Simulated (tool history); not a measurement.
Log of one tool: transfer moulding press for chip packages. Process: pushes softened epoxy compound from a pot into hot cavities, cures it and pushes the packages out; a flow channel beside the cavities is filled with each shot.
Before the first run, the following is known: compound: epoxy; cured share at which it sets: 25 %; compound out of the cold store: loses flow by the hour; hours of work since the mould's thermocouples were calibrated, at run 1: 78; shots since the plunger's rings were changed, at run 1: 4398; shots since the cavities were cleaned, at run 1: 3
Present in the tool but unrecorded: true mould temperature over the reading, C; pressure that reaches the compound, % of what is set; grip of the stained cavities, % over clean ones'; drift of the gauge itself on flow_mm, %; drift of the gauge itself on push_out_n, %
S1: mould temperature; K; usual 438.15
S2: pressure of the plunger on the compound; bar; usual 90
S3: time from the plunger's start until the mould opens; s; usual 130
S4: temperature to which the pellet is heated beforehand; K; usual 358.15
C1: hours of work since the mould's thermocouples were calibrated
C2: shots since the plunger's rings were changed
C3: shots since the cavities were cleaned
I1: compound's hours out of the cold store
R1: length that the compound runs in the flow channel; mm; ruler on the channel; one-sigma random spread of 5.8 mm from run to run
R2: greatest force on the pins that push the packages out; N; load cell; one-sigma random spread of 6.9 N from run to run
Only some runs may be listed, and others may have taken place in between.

| run | hour | S1 | S2 | S3 | S4 | C1 | C2 | C3 | I1 | R1 | R2 |
|---|---|---|---|---|---|---|---|---|---|---|---|
| 1 | 0 | 438.15 | 90 | 130 | 358.15 | 78 | 4398 | 3 | 22.5 | 534 | 280 |
| 2 | 17.6 | 438.15 | 90 | 148 | 358.15 | 90 | 4579 | 184 | 45.7 | 465 | 324 |
| 3 | 29.5 | 438.15 | 90 | 148 | 358.15 | 98 | 4703 | 308 | 9.1 | 568 | 377 |
| 4 | 39.5 | 438.15 | 90 | 148 | 358.15 | 104 | 4807 | 412 | 47.9 | 465 | 391 |
| 5 | 59.9 | 438.15 | 90 | 148 | 357.15 | 118 | 5018 | 623 | 13.2 | 554 | 475 |
| 6 | 72.3 | 438.15 | 73.3 | 130 | 358.15 | 126 | 5146 | 751 | 9 | 507 | 590 |
| 7 | 85.8 | 438.15 | 86.6 | 130 | 358.15 | 135 | 5287 | 892 | 27.3 | 497 | 582 |
|  | 95.7 | cavities cleaned with cleaning compound and waxed |
| 8 | 101 | 438.15 | 86.6 | 130 | 358.15 | 144 | 5429 | 56 | 36 | 467 | 642 |
| 9 | 111.3 | 438.15 | 86.6 | 130 | 358.15 | 151 | 5535 | 162 | 12.1 | 538 | 717 |
| 10 | 128.3 | 438.15 | 86.6 | 130 | 358.15 | 163 | 5711 | 338 | 14.6 | 535 | 678 |
|  | 145.7 | cavities cleaned with cleaning compound and waxed, once more |
| 11 | 145.7 | 438.15 | 90 | 130 | 358.15 | 173 | 5876 | 0 | 45 | 454 | 266 |
| 12 | 161.4 | 438.15 | 90 | 130 | 358.15 | 184 | 6039 | 163 | 32.2 | 488 | 380 |
| 13 | 175.6 | 438.15 | 90 | 130 | 358.15 | 193 | 6185 | 309 | 28.3 | 499 | 464 |
| 14 | 192.9 | 438.15 | 90 | 130 | 358.15 | 205 | 6365 | 489 | 27.8 | 495 | 537 |
| 15 | 208.9 | 438.15 | 90 | 130 | 358.15 | 216 | 6531 | 655 | 19.9 | 511 | 575 |
| 16 | 226.1 | 438.15 | 90 | 130 | 358.15 | 227 | 6709 | 833 | 23.6 | 502 | 608 |
|  | 241.5 | cavities cleaned with cleaning compound and waxed |
| 17 | 244.4 | 430.15 | 90 | 159 | 358.15 | 238 | 6883 | 30 | 19.3 | 545 | 387 |
|  | 249 | plunger's sealing rings changed |
| 18 | 266.3 | 438.15 | 90 | 130 | 352.15 | 251 | 179 | 231 | 9.4 | 639 | 454 |
| 19 | 282.7 | 438.15 | 90 | 118 | 358.15 | 262 | 348 | 400 | 13.5 | 618 | 649 |
| 20 | 304.6 | 434.15 | 90 | 128 | 360.15 | 277 | 576 | 628 | 15.6 | 625 | 810 |
| 21 | 317.5 | 442.15 | 103.8 | 128 | 355.15 | 286 | 709 | 761 | 23.6 | 610 | 485 |
| 22 | 336 | 440.15 | 90 | 130 | 360.15 | 298 | 901 | 953 | 26.4 | 550 | 555 |
|  | 338.7 | cavities cleaned with cleaning compound and waxed |
| 23 | 351.2 | 443.15 | 90 | 130 | 360.15 | 307 | 1043 | 130 | 20.7 | 570 | 291 |
| 24 | 370.9 | 444.15 | 68.3 | 123 | 362.15 | 320 | 1247 | 334 | 9.5 | 523 | 375 |
| 25 | 389.7 | 438.15 | 93.4 | 156 | 364.15 | 333 | 1441 | 528 | 45 | 524 | 393 |
| 26 | 413.3 | 431.15 | 90 | 130 | 368.15 | 349 | 1686 | 773 | 16.6 | 608 | 1057 |
| 27 | 429.1 | 431.15 | 90 | 130 | 368.15 | 359 | 1850 | 937 | 28.4 | 573 | 1012 |
|  | 434.3 | cavities cleaned with cleaning compound and waxed |
| 28 | 455.2 | 438.15 | 78.7 | 150 | 364.15 | 376 | 2105 | 217 | 14.2 | 555 | 370 |

The same runs without the tool's hidden state, with the same run-to-run variation:
| run | R1 | R2 |
|---|---|---|
| 1 | 589 | 269 |
| 2 | 515 | 216 |
| 3 | 631 | 218 |
| 4 | 518 | 213 |
| 5 | 620 | 232 |
| 6 | 570 | 272 |
| 7 | 559 | 262 |
| 8 | 529 | 253 |
| 9 | 609 | 282 |
| 10 | 608 | 273 |
| 11 | 519 | 251 |
| 12 | 560 | 255 |
| 13 | 573 | 266 |
| 14 | 572 | 274 |
| 15 | 594 | 267 |
| 16 | 586 | 273 |
| 17 | 637 | 331 |
| 18 | 639 | 278 |
| 19 | 620 | 341 |
| 20 | 629 | 380 |
| 21 | 617 | 225 |
| 22 | 558 | 245 |
| 23 | 580 | 209 |
| 24 | 534 | 212 |
| 25 | 537 | 197 |
| 26 | 626 | 472 |
| 27 | 592 | 433 |
| 28 | 576 | 234 |
